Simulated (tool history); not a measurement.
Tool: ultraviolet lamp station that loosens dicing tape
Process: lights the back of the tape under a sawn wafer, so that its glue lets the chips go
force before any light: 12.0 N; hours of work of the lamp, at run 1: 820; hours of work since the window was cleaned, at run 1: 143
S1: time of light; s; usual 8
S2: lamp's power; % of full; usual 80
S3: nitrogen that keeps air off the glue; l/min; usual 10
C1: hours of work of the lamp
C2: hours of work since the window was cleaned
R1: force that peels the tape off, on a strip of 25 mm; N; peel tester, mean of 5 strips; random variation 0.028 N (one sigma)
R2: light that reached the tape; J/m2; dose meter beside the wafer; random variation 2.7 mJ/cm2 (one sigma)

run 1 day=0.000 | S1=8 S2=80 S3=10 | C1=820 C2=143 | R1=2.363 R2=2690
run 2 day=1.483 | S1=8 S2=80 S3=10 | C1=838 C2=161 | R1=2.315 R2=2650
run 3 day=3.100 | S1=8 S2=80 S3=10 | C1=858 C2=180 | R1=2.469 R2=2650
run 4 day=4.442 | S1=8 S2=80 S3=10 | C1=874 C2=197 | R1=2.512 R2=2560
run 5 day=5.588 | S1=8 S2=66 S3=10 | C1=888 C2=211 | R1=3.468 R2=2120
run 6 day=7.592 | S1=8 S2=66 S3=10 | C1=913 C2=235 | R1=3.425 R2=2070
-- day=9.800 window cleaned of glue's vapour
run 7 day=9.992 | S1=8 S2=61 S3=10 | C1=942 C2=2 | R1=3.423 R2=2090
run 8 day=11.200 | S1=15 S2=80 S3=10 | C1=956 C2=17 | R1=0.697 R2=4990
run 9 day=13.438 | S1=8 S2=80 S3=10 | C1=984 C2=44 | R1=2.483 R2=2640
run 10 day=15.533 | S1=8 S2=80 S3=12 | C1=1009 C2=70 | R1=2.225 R2=2630
run 11 day=17.500 | S1=8 S2=80 S3=12 | C1=1033 C2=94 | R1=2.217 R2=2560
run 12 day=19.142 | S1=8 S2=80 S3=12 | C1=1053 C2=114 | R1=2.274 R2=2550
run 13 day=20.962 | S1=8 S2=80 S3=12 | C1=1075 C2=136 | R1=2.418 R2=2440
run 14 day=23.542 | S1=8 S2=91 S3=10 | C1=1107 C2=167 | R1=2.275 R2=2750
run 15 day=24.738 | S1=8 S2=80 S3=10 | C1=1121 C2=182 | R1=2.897 R2=2380
run 16 day=27.054 | S1=8 S2=80 S3=10 | C1=1149 C2=210 | R1=2.836 R2=2330
run 17 day=29.625 | S1=8 S2=80 S3=10 | C1=1181 C2=241 | R1=3.023 R2=2260
-- day=31.279 window cleaned of glue's vapour
run 18 day=31.454 | S1=7 S2=80 S3=10 | C1=1203 C2=2 | R1=3.263 R2=2190
run 19 day=32.846 | S1=8 S2=80 S3=10 | C1=1219 C2=19 | R1=2.687 R2=2480
run 20 day=35.379 | S1=4 S2=80 S3=4 | C1=1250 C2=50 | R1=7.281 R2=1190
run 21 day=37.750 | S1=4 S2=80 S3=4 | C1=1279 C2=79 | R1=7.544 R2=1140
run 22 day=40.146 | S1=13 S2=87 S3=16 | C1=1308 C2=108 | R1=0.757 R2=4050
run 23 day=41.475 | S1=5 S2=66 S3=18 | C1=1324 C2=124 | R1=4.863 R2=1160
run 24 day=43.525 | S1=11 S2=80 S3=16 | C1=1349 C2=149 | R1=1.417 R2=3050
run 25 day=45.638 | S1=10 S2=67 S3=16 | C1=1375 C2=175 | R1=2.392 R2=2260
run 26 day=46.883 | S1=10 S2=67 S3=16 | C1=1390 C2=190 | R1=2.357 R2=2230
run 27 day=49.000 | S1=9 S2=80 S3=10 | C1=1416 C2=216 | R1=2.848 R2=2380
run 28 day=50.408 | S1=8 S2=87 S3=10 | C1=1433 C2=233 | R1=3.135 R2=2230
run 29 day=51.954 | S1=8 S2=87 S3=10 | C1=1452 C2=252 | R1=3.057 R2=2180
-- day=52.771 window cleaned of glue's vapour
run 30 day=53.871 | S1=8 S2=80 S3=17 | C1=1475 C2=13 | R1=2.370 R2=2220
run 31 day=55.529 | S1=14 S2=68 S3=10 | C1=1495 C2=34 | R1=1.659 R2=3180
run 32 day=56.621 | S1=5 S2=75 S3=14 | C1=1509 C2=47 | R1=4.952 R2=1230
run 33 day=57.762 | S1=5 S2=75 S3=14 | C1=1522 C2=61 | R1=5.142 R2=1200
run 34 day=59.846 | S1=5 S2=75 S3=14 | C1=1548 C2=86 | R1=5.320 R2=1220
run 35 day=60.921 | S1=5 S2=75 S3=14 | C1=1561 C2=99 | R1=5.005 R2=1180
-- day=62.671 lamp changed
run 36 day=62.671 | S1=13 S2=75 S3=14 | C1=0 C2=120 | R1=0.417 R2=5300
run 37 day=65.117 | S1=8 S2=71 S3=10 | C1=30 C2=150 | R1=1.914 R2=3040

3 ways to go on from here, each from the tool as it stands after run 37. What would each give?
run A day=66.458 | S1=9 S2=93 S3=10 | C1=46 C2=166 | R1=? R2=?
run B day=66.458 | S1=13 S2=86 S3=3 | C1=46 C2=166 | R1=? R2=?
run C day=66.458 | S1=7 S2=84 S3=7 | C1=46 C2=166 | R1=? R2=?

run=A R1=0.912 R2=4430
run=B R1=1.416 R2=5860
run=C R1=2.403 R2=3070
Without the tool's hidden state the same runs would have given:
run=A R1=0.756 R2=4800
run=B R1=1.206 R2=6340
run=C R1=2.114 R2=3330
